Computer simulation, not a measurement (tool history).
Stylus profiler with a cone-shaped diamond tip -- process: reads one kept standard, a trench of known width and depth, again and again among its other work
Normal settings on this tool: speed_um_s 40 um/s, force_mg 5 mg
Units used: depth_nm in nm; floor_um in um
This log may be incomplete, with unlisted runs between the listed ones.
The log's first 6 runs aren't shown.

run 7 hour=601.5 | speed_um_s=40 force_mg=3.71 | depth_nm=508.66 floor_um=93.88
run 8 hour=742.8 | speed_um_s=40 force_mg=3.71 | depth_nm=508.22 floor_um=93.58
run 9 hour=834.7 | speed_um_s=40 force_mg=3.71 | depth_nm=508.42 floor_um=93.42
run 10 hour=896.7 | speed_um_s=40 force_mg=5 | depth_nm=510.24 floor_um=93.32
run 11 hour=1003.8 | speed_um_s=40 force_mg=5 | depth_nm=510.19 floor_um=93.09
run 12 hour=1127.9 | speed_um_s=40 force_mg=5 | depth_nm=510.03 floor_um=92.85
-- hour=1261.2 new tip fitted, height scale calibrated
run 13 hour=1270.2 | speed_um_s=40 force_mg=5 | depth_nm=510.89 floor_um=95.51
run 14 hour=1350.4 | speed_um_s=40 force_mg=5 | depth_nm=510.86 floor_um=95.23
-- hour=1358.2 height scale calibrated on a step standard
run 15 hour=1421.4 | speed_um_s=40 force_mg=5 | depth_nm=510.82 floor_um=95.1
run 16 hour=1511.2 | speed_um_s=40 force_mg=5 | depth_nm=510.85 floor_um=94.76
run 17 hour=1590 | speed_um_s=40 force_mg=5 | depth_nm=510.6 floor_um=94.56
-- hour=1604.1 height scale calibrated on a step standard, once more
run 18 hour=1692.4 | speed_um_s=40 force_mg=5 | depth_nm=510.78 floor_um=94.32
run 19 hour=1781.6 | speed_um_s=40 force_mg=2.49 | depth_nm=506.79 floor_um=94.1
run 20 hour=1924.3 | speed_um_s=79 force_mg=5.5 | depth_nm=511.48 floor_um=93.65
run 21 hour=2011.1 | speed_um_s=58 force_mg=2.05 | depth_nm=505.71 floor_um=93.41
run 22 hour=2130.2 | speed_um_s=11 force_mg=5.27 | depth_nm=510.96 floor_um=93.36
run 23 hour=2236.6 | speed_um_s=11 force_mg=5.27 | depth_nm=510.61 floor_um=93.1
run 24 hour=2376.8 | speed_um_s=38 force_mg=8.55 | depth_nm=515.04 floor_um=92.79
run 25 hour=2440 | speed_um_s=38 force_mg=8.55 | depth_nm=515 floor_um=92.64
-- hour=2517.6 new tip fitted, height scale calibrated
run 26 hour=2525.6 | speed_um_s=24 force_mg=5 | depth_nm=511.29 floor_um=95.49
run 27 hour=2647 | speed_um_s=24 force_mg=5 | depth_nm=511.06 floor_um=95.11
run 28 hour=2743.7 | speed_um_s=70 force_mg=8.62 | depth_nm=515.86 floor_um=94.8
run 29 hour=2848.7 | speed_um_s=65 force_mg=2.9 | depth_nm=507.48 floor_um=94.41
run 30 hour=2932.5 | speed_um_s=102 force_mg=5.05 | depth_nm=510.85 floor_um=94.1
run 31 hour=3080.4 | speed_um_s=102 force_mg=5.05 | depth_nm=510.7 floor_um=93.77

What does the tool deliver on the next run?
run 32 hour=3188 | speed_um_s=23 force_mg=2.7 | depth_nm=? floor_um=?

depth_nm: 506.93 nm
floor_um: 93.75 um
With the hidden condition absent and the run-to-run variation left alone, this run would have shown depth_nm 507.43 nm, floor_um 95.6 um.

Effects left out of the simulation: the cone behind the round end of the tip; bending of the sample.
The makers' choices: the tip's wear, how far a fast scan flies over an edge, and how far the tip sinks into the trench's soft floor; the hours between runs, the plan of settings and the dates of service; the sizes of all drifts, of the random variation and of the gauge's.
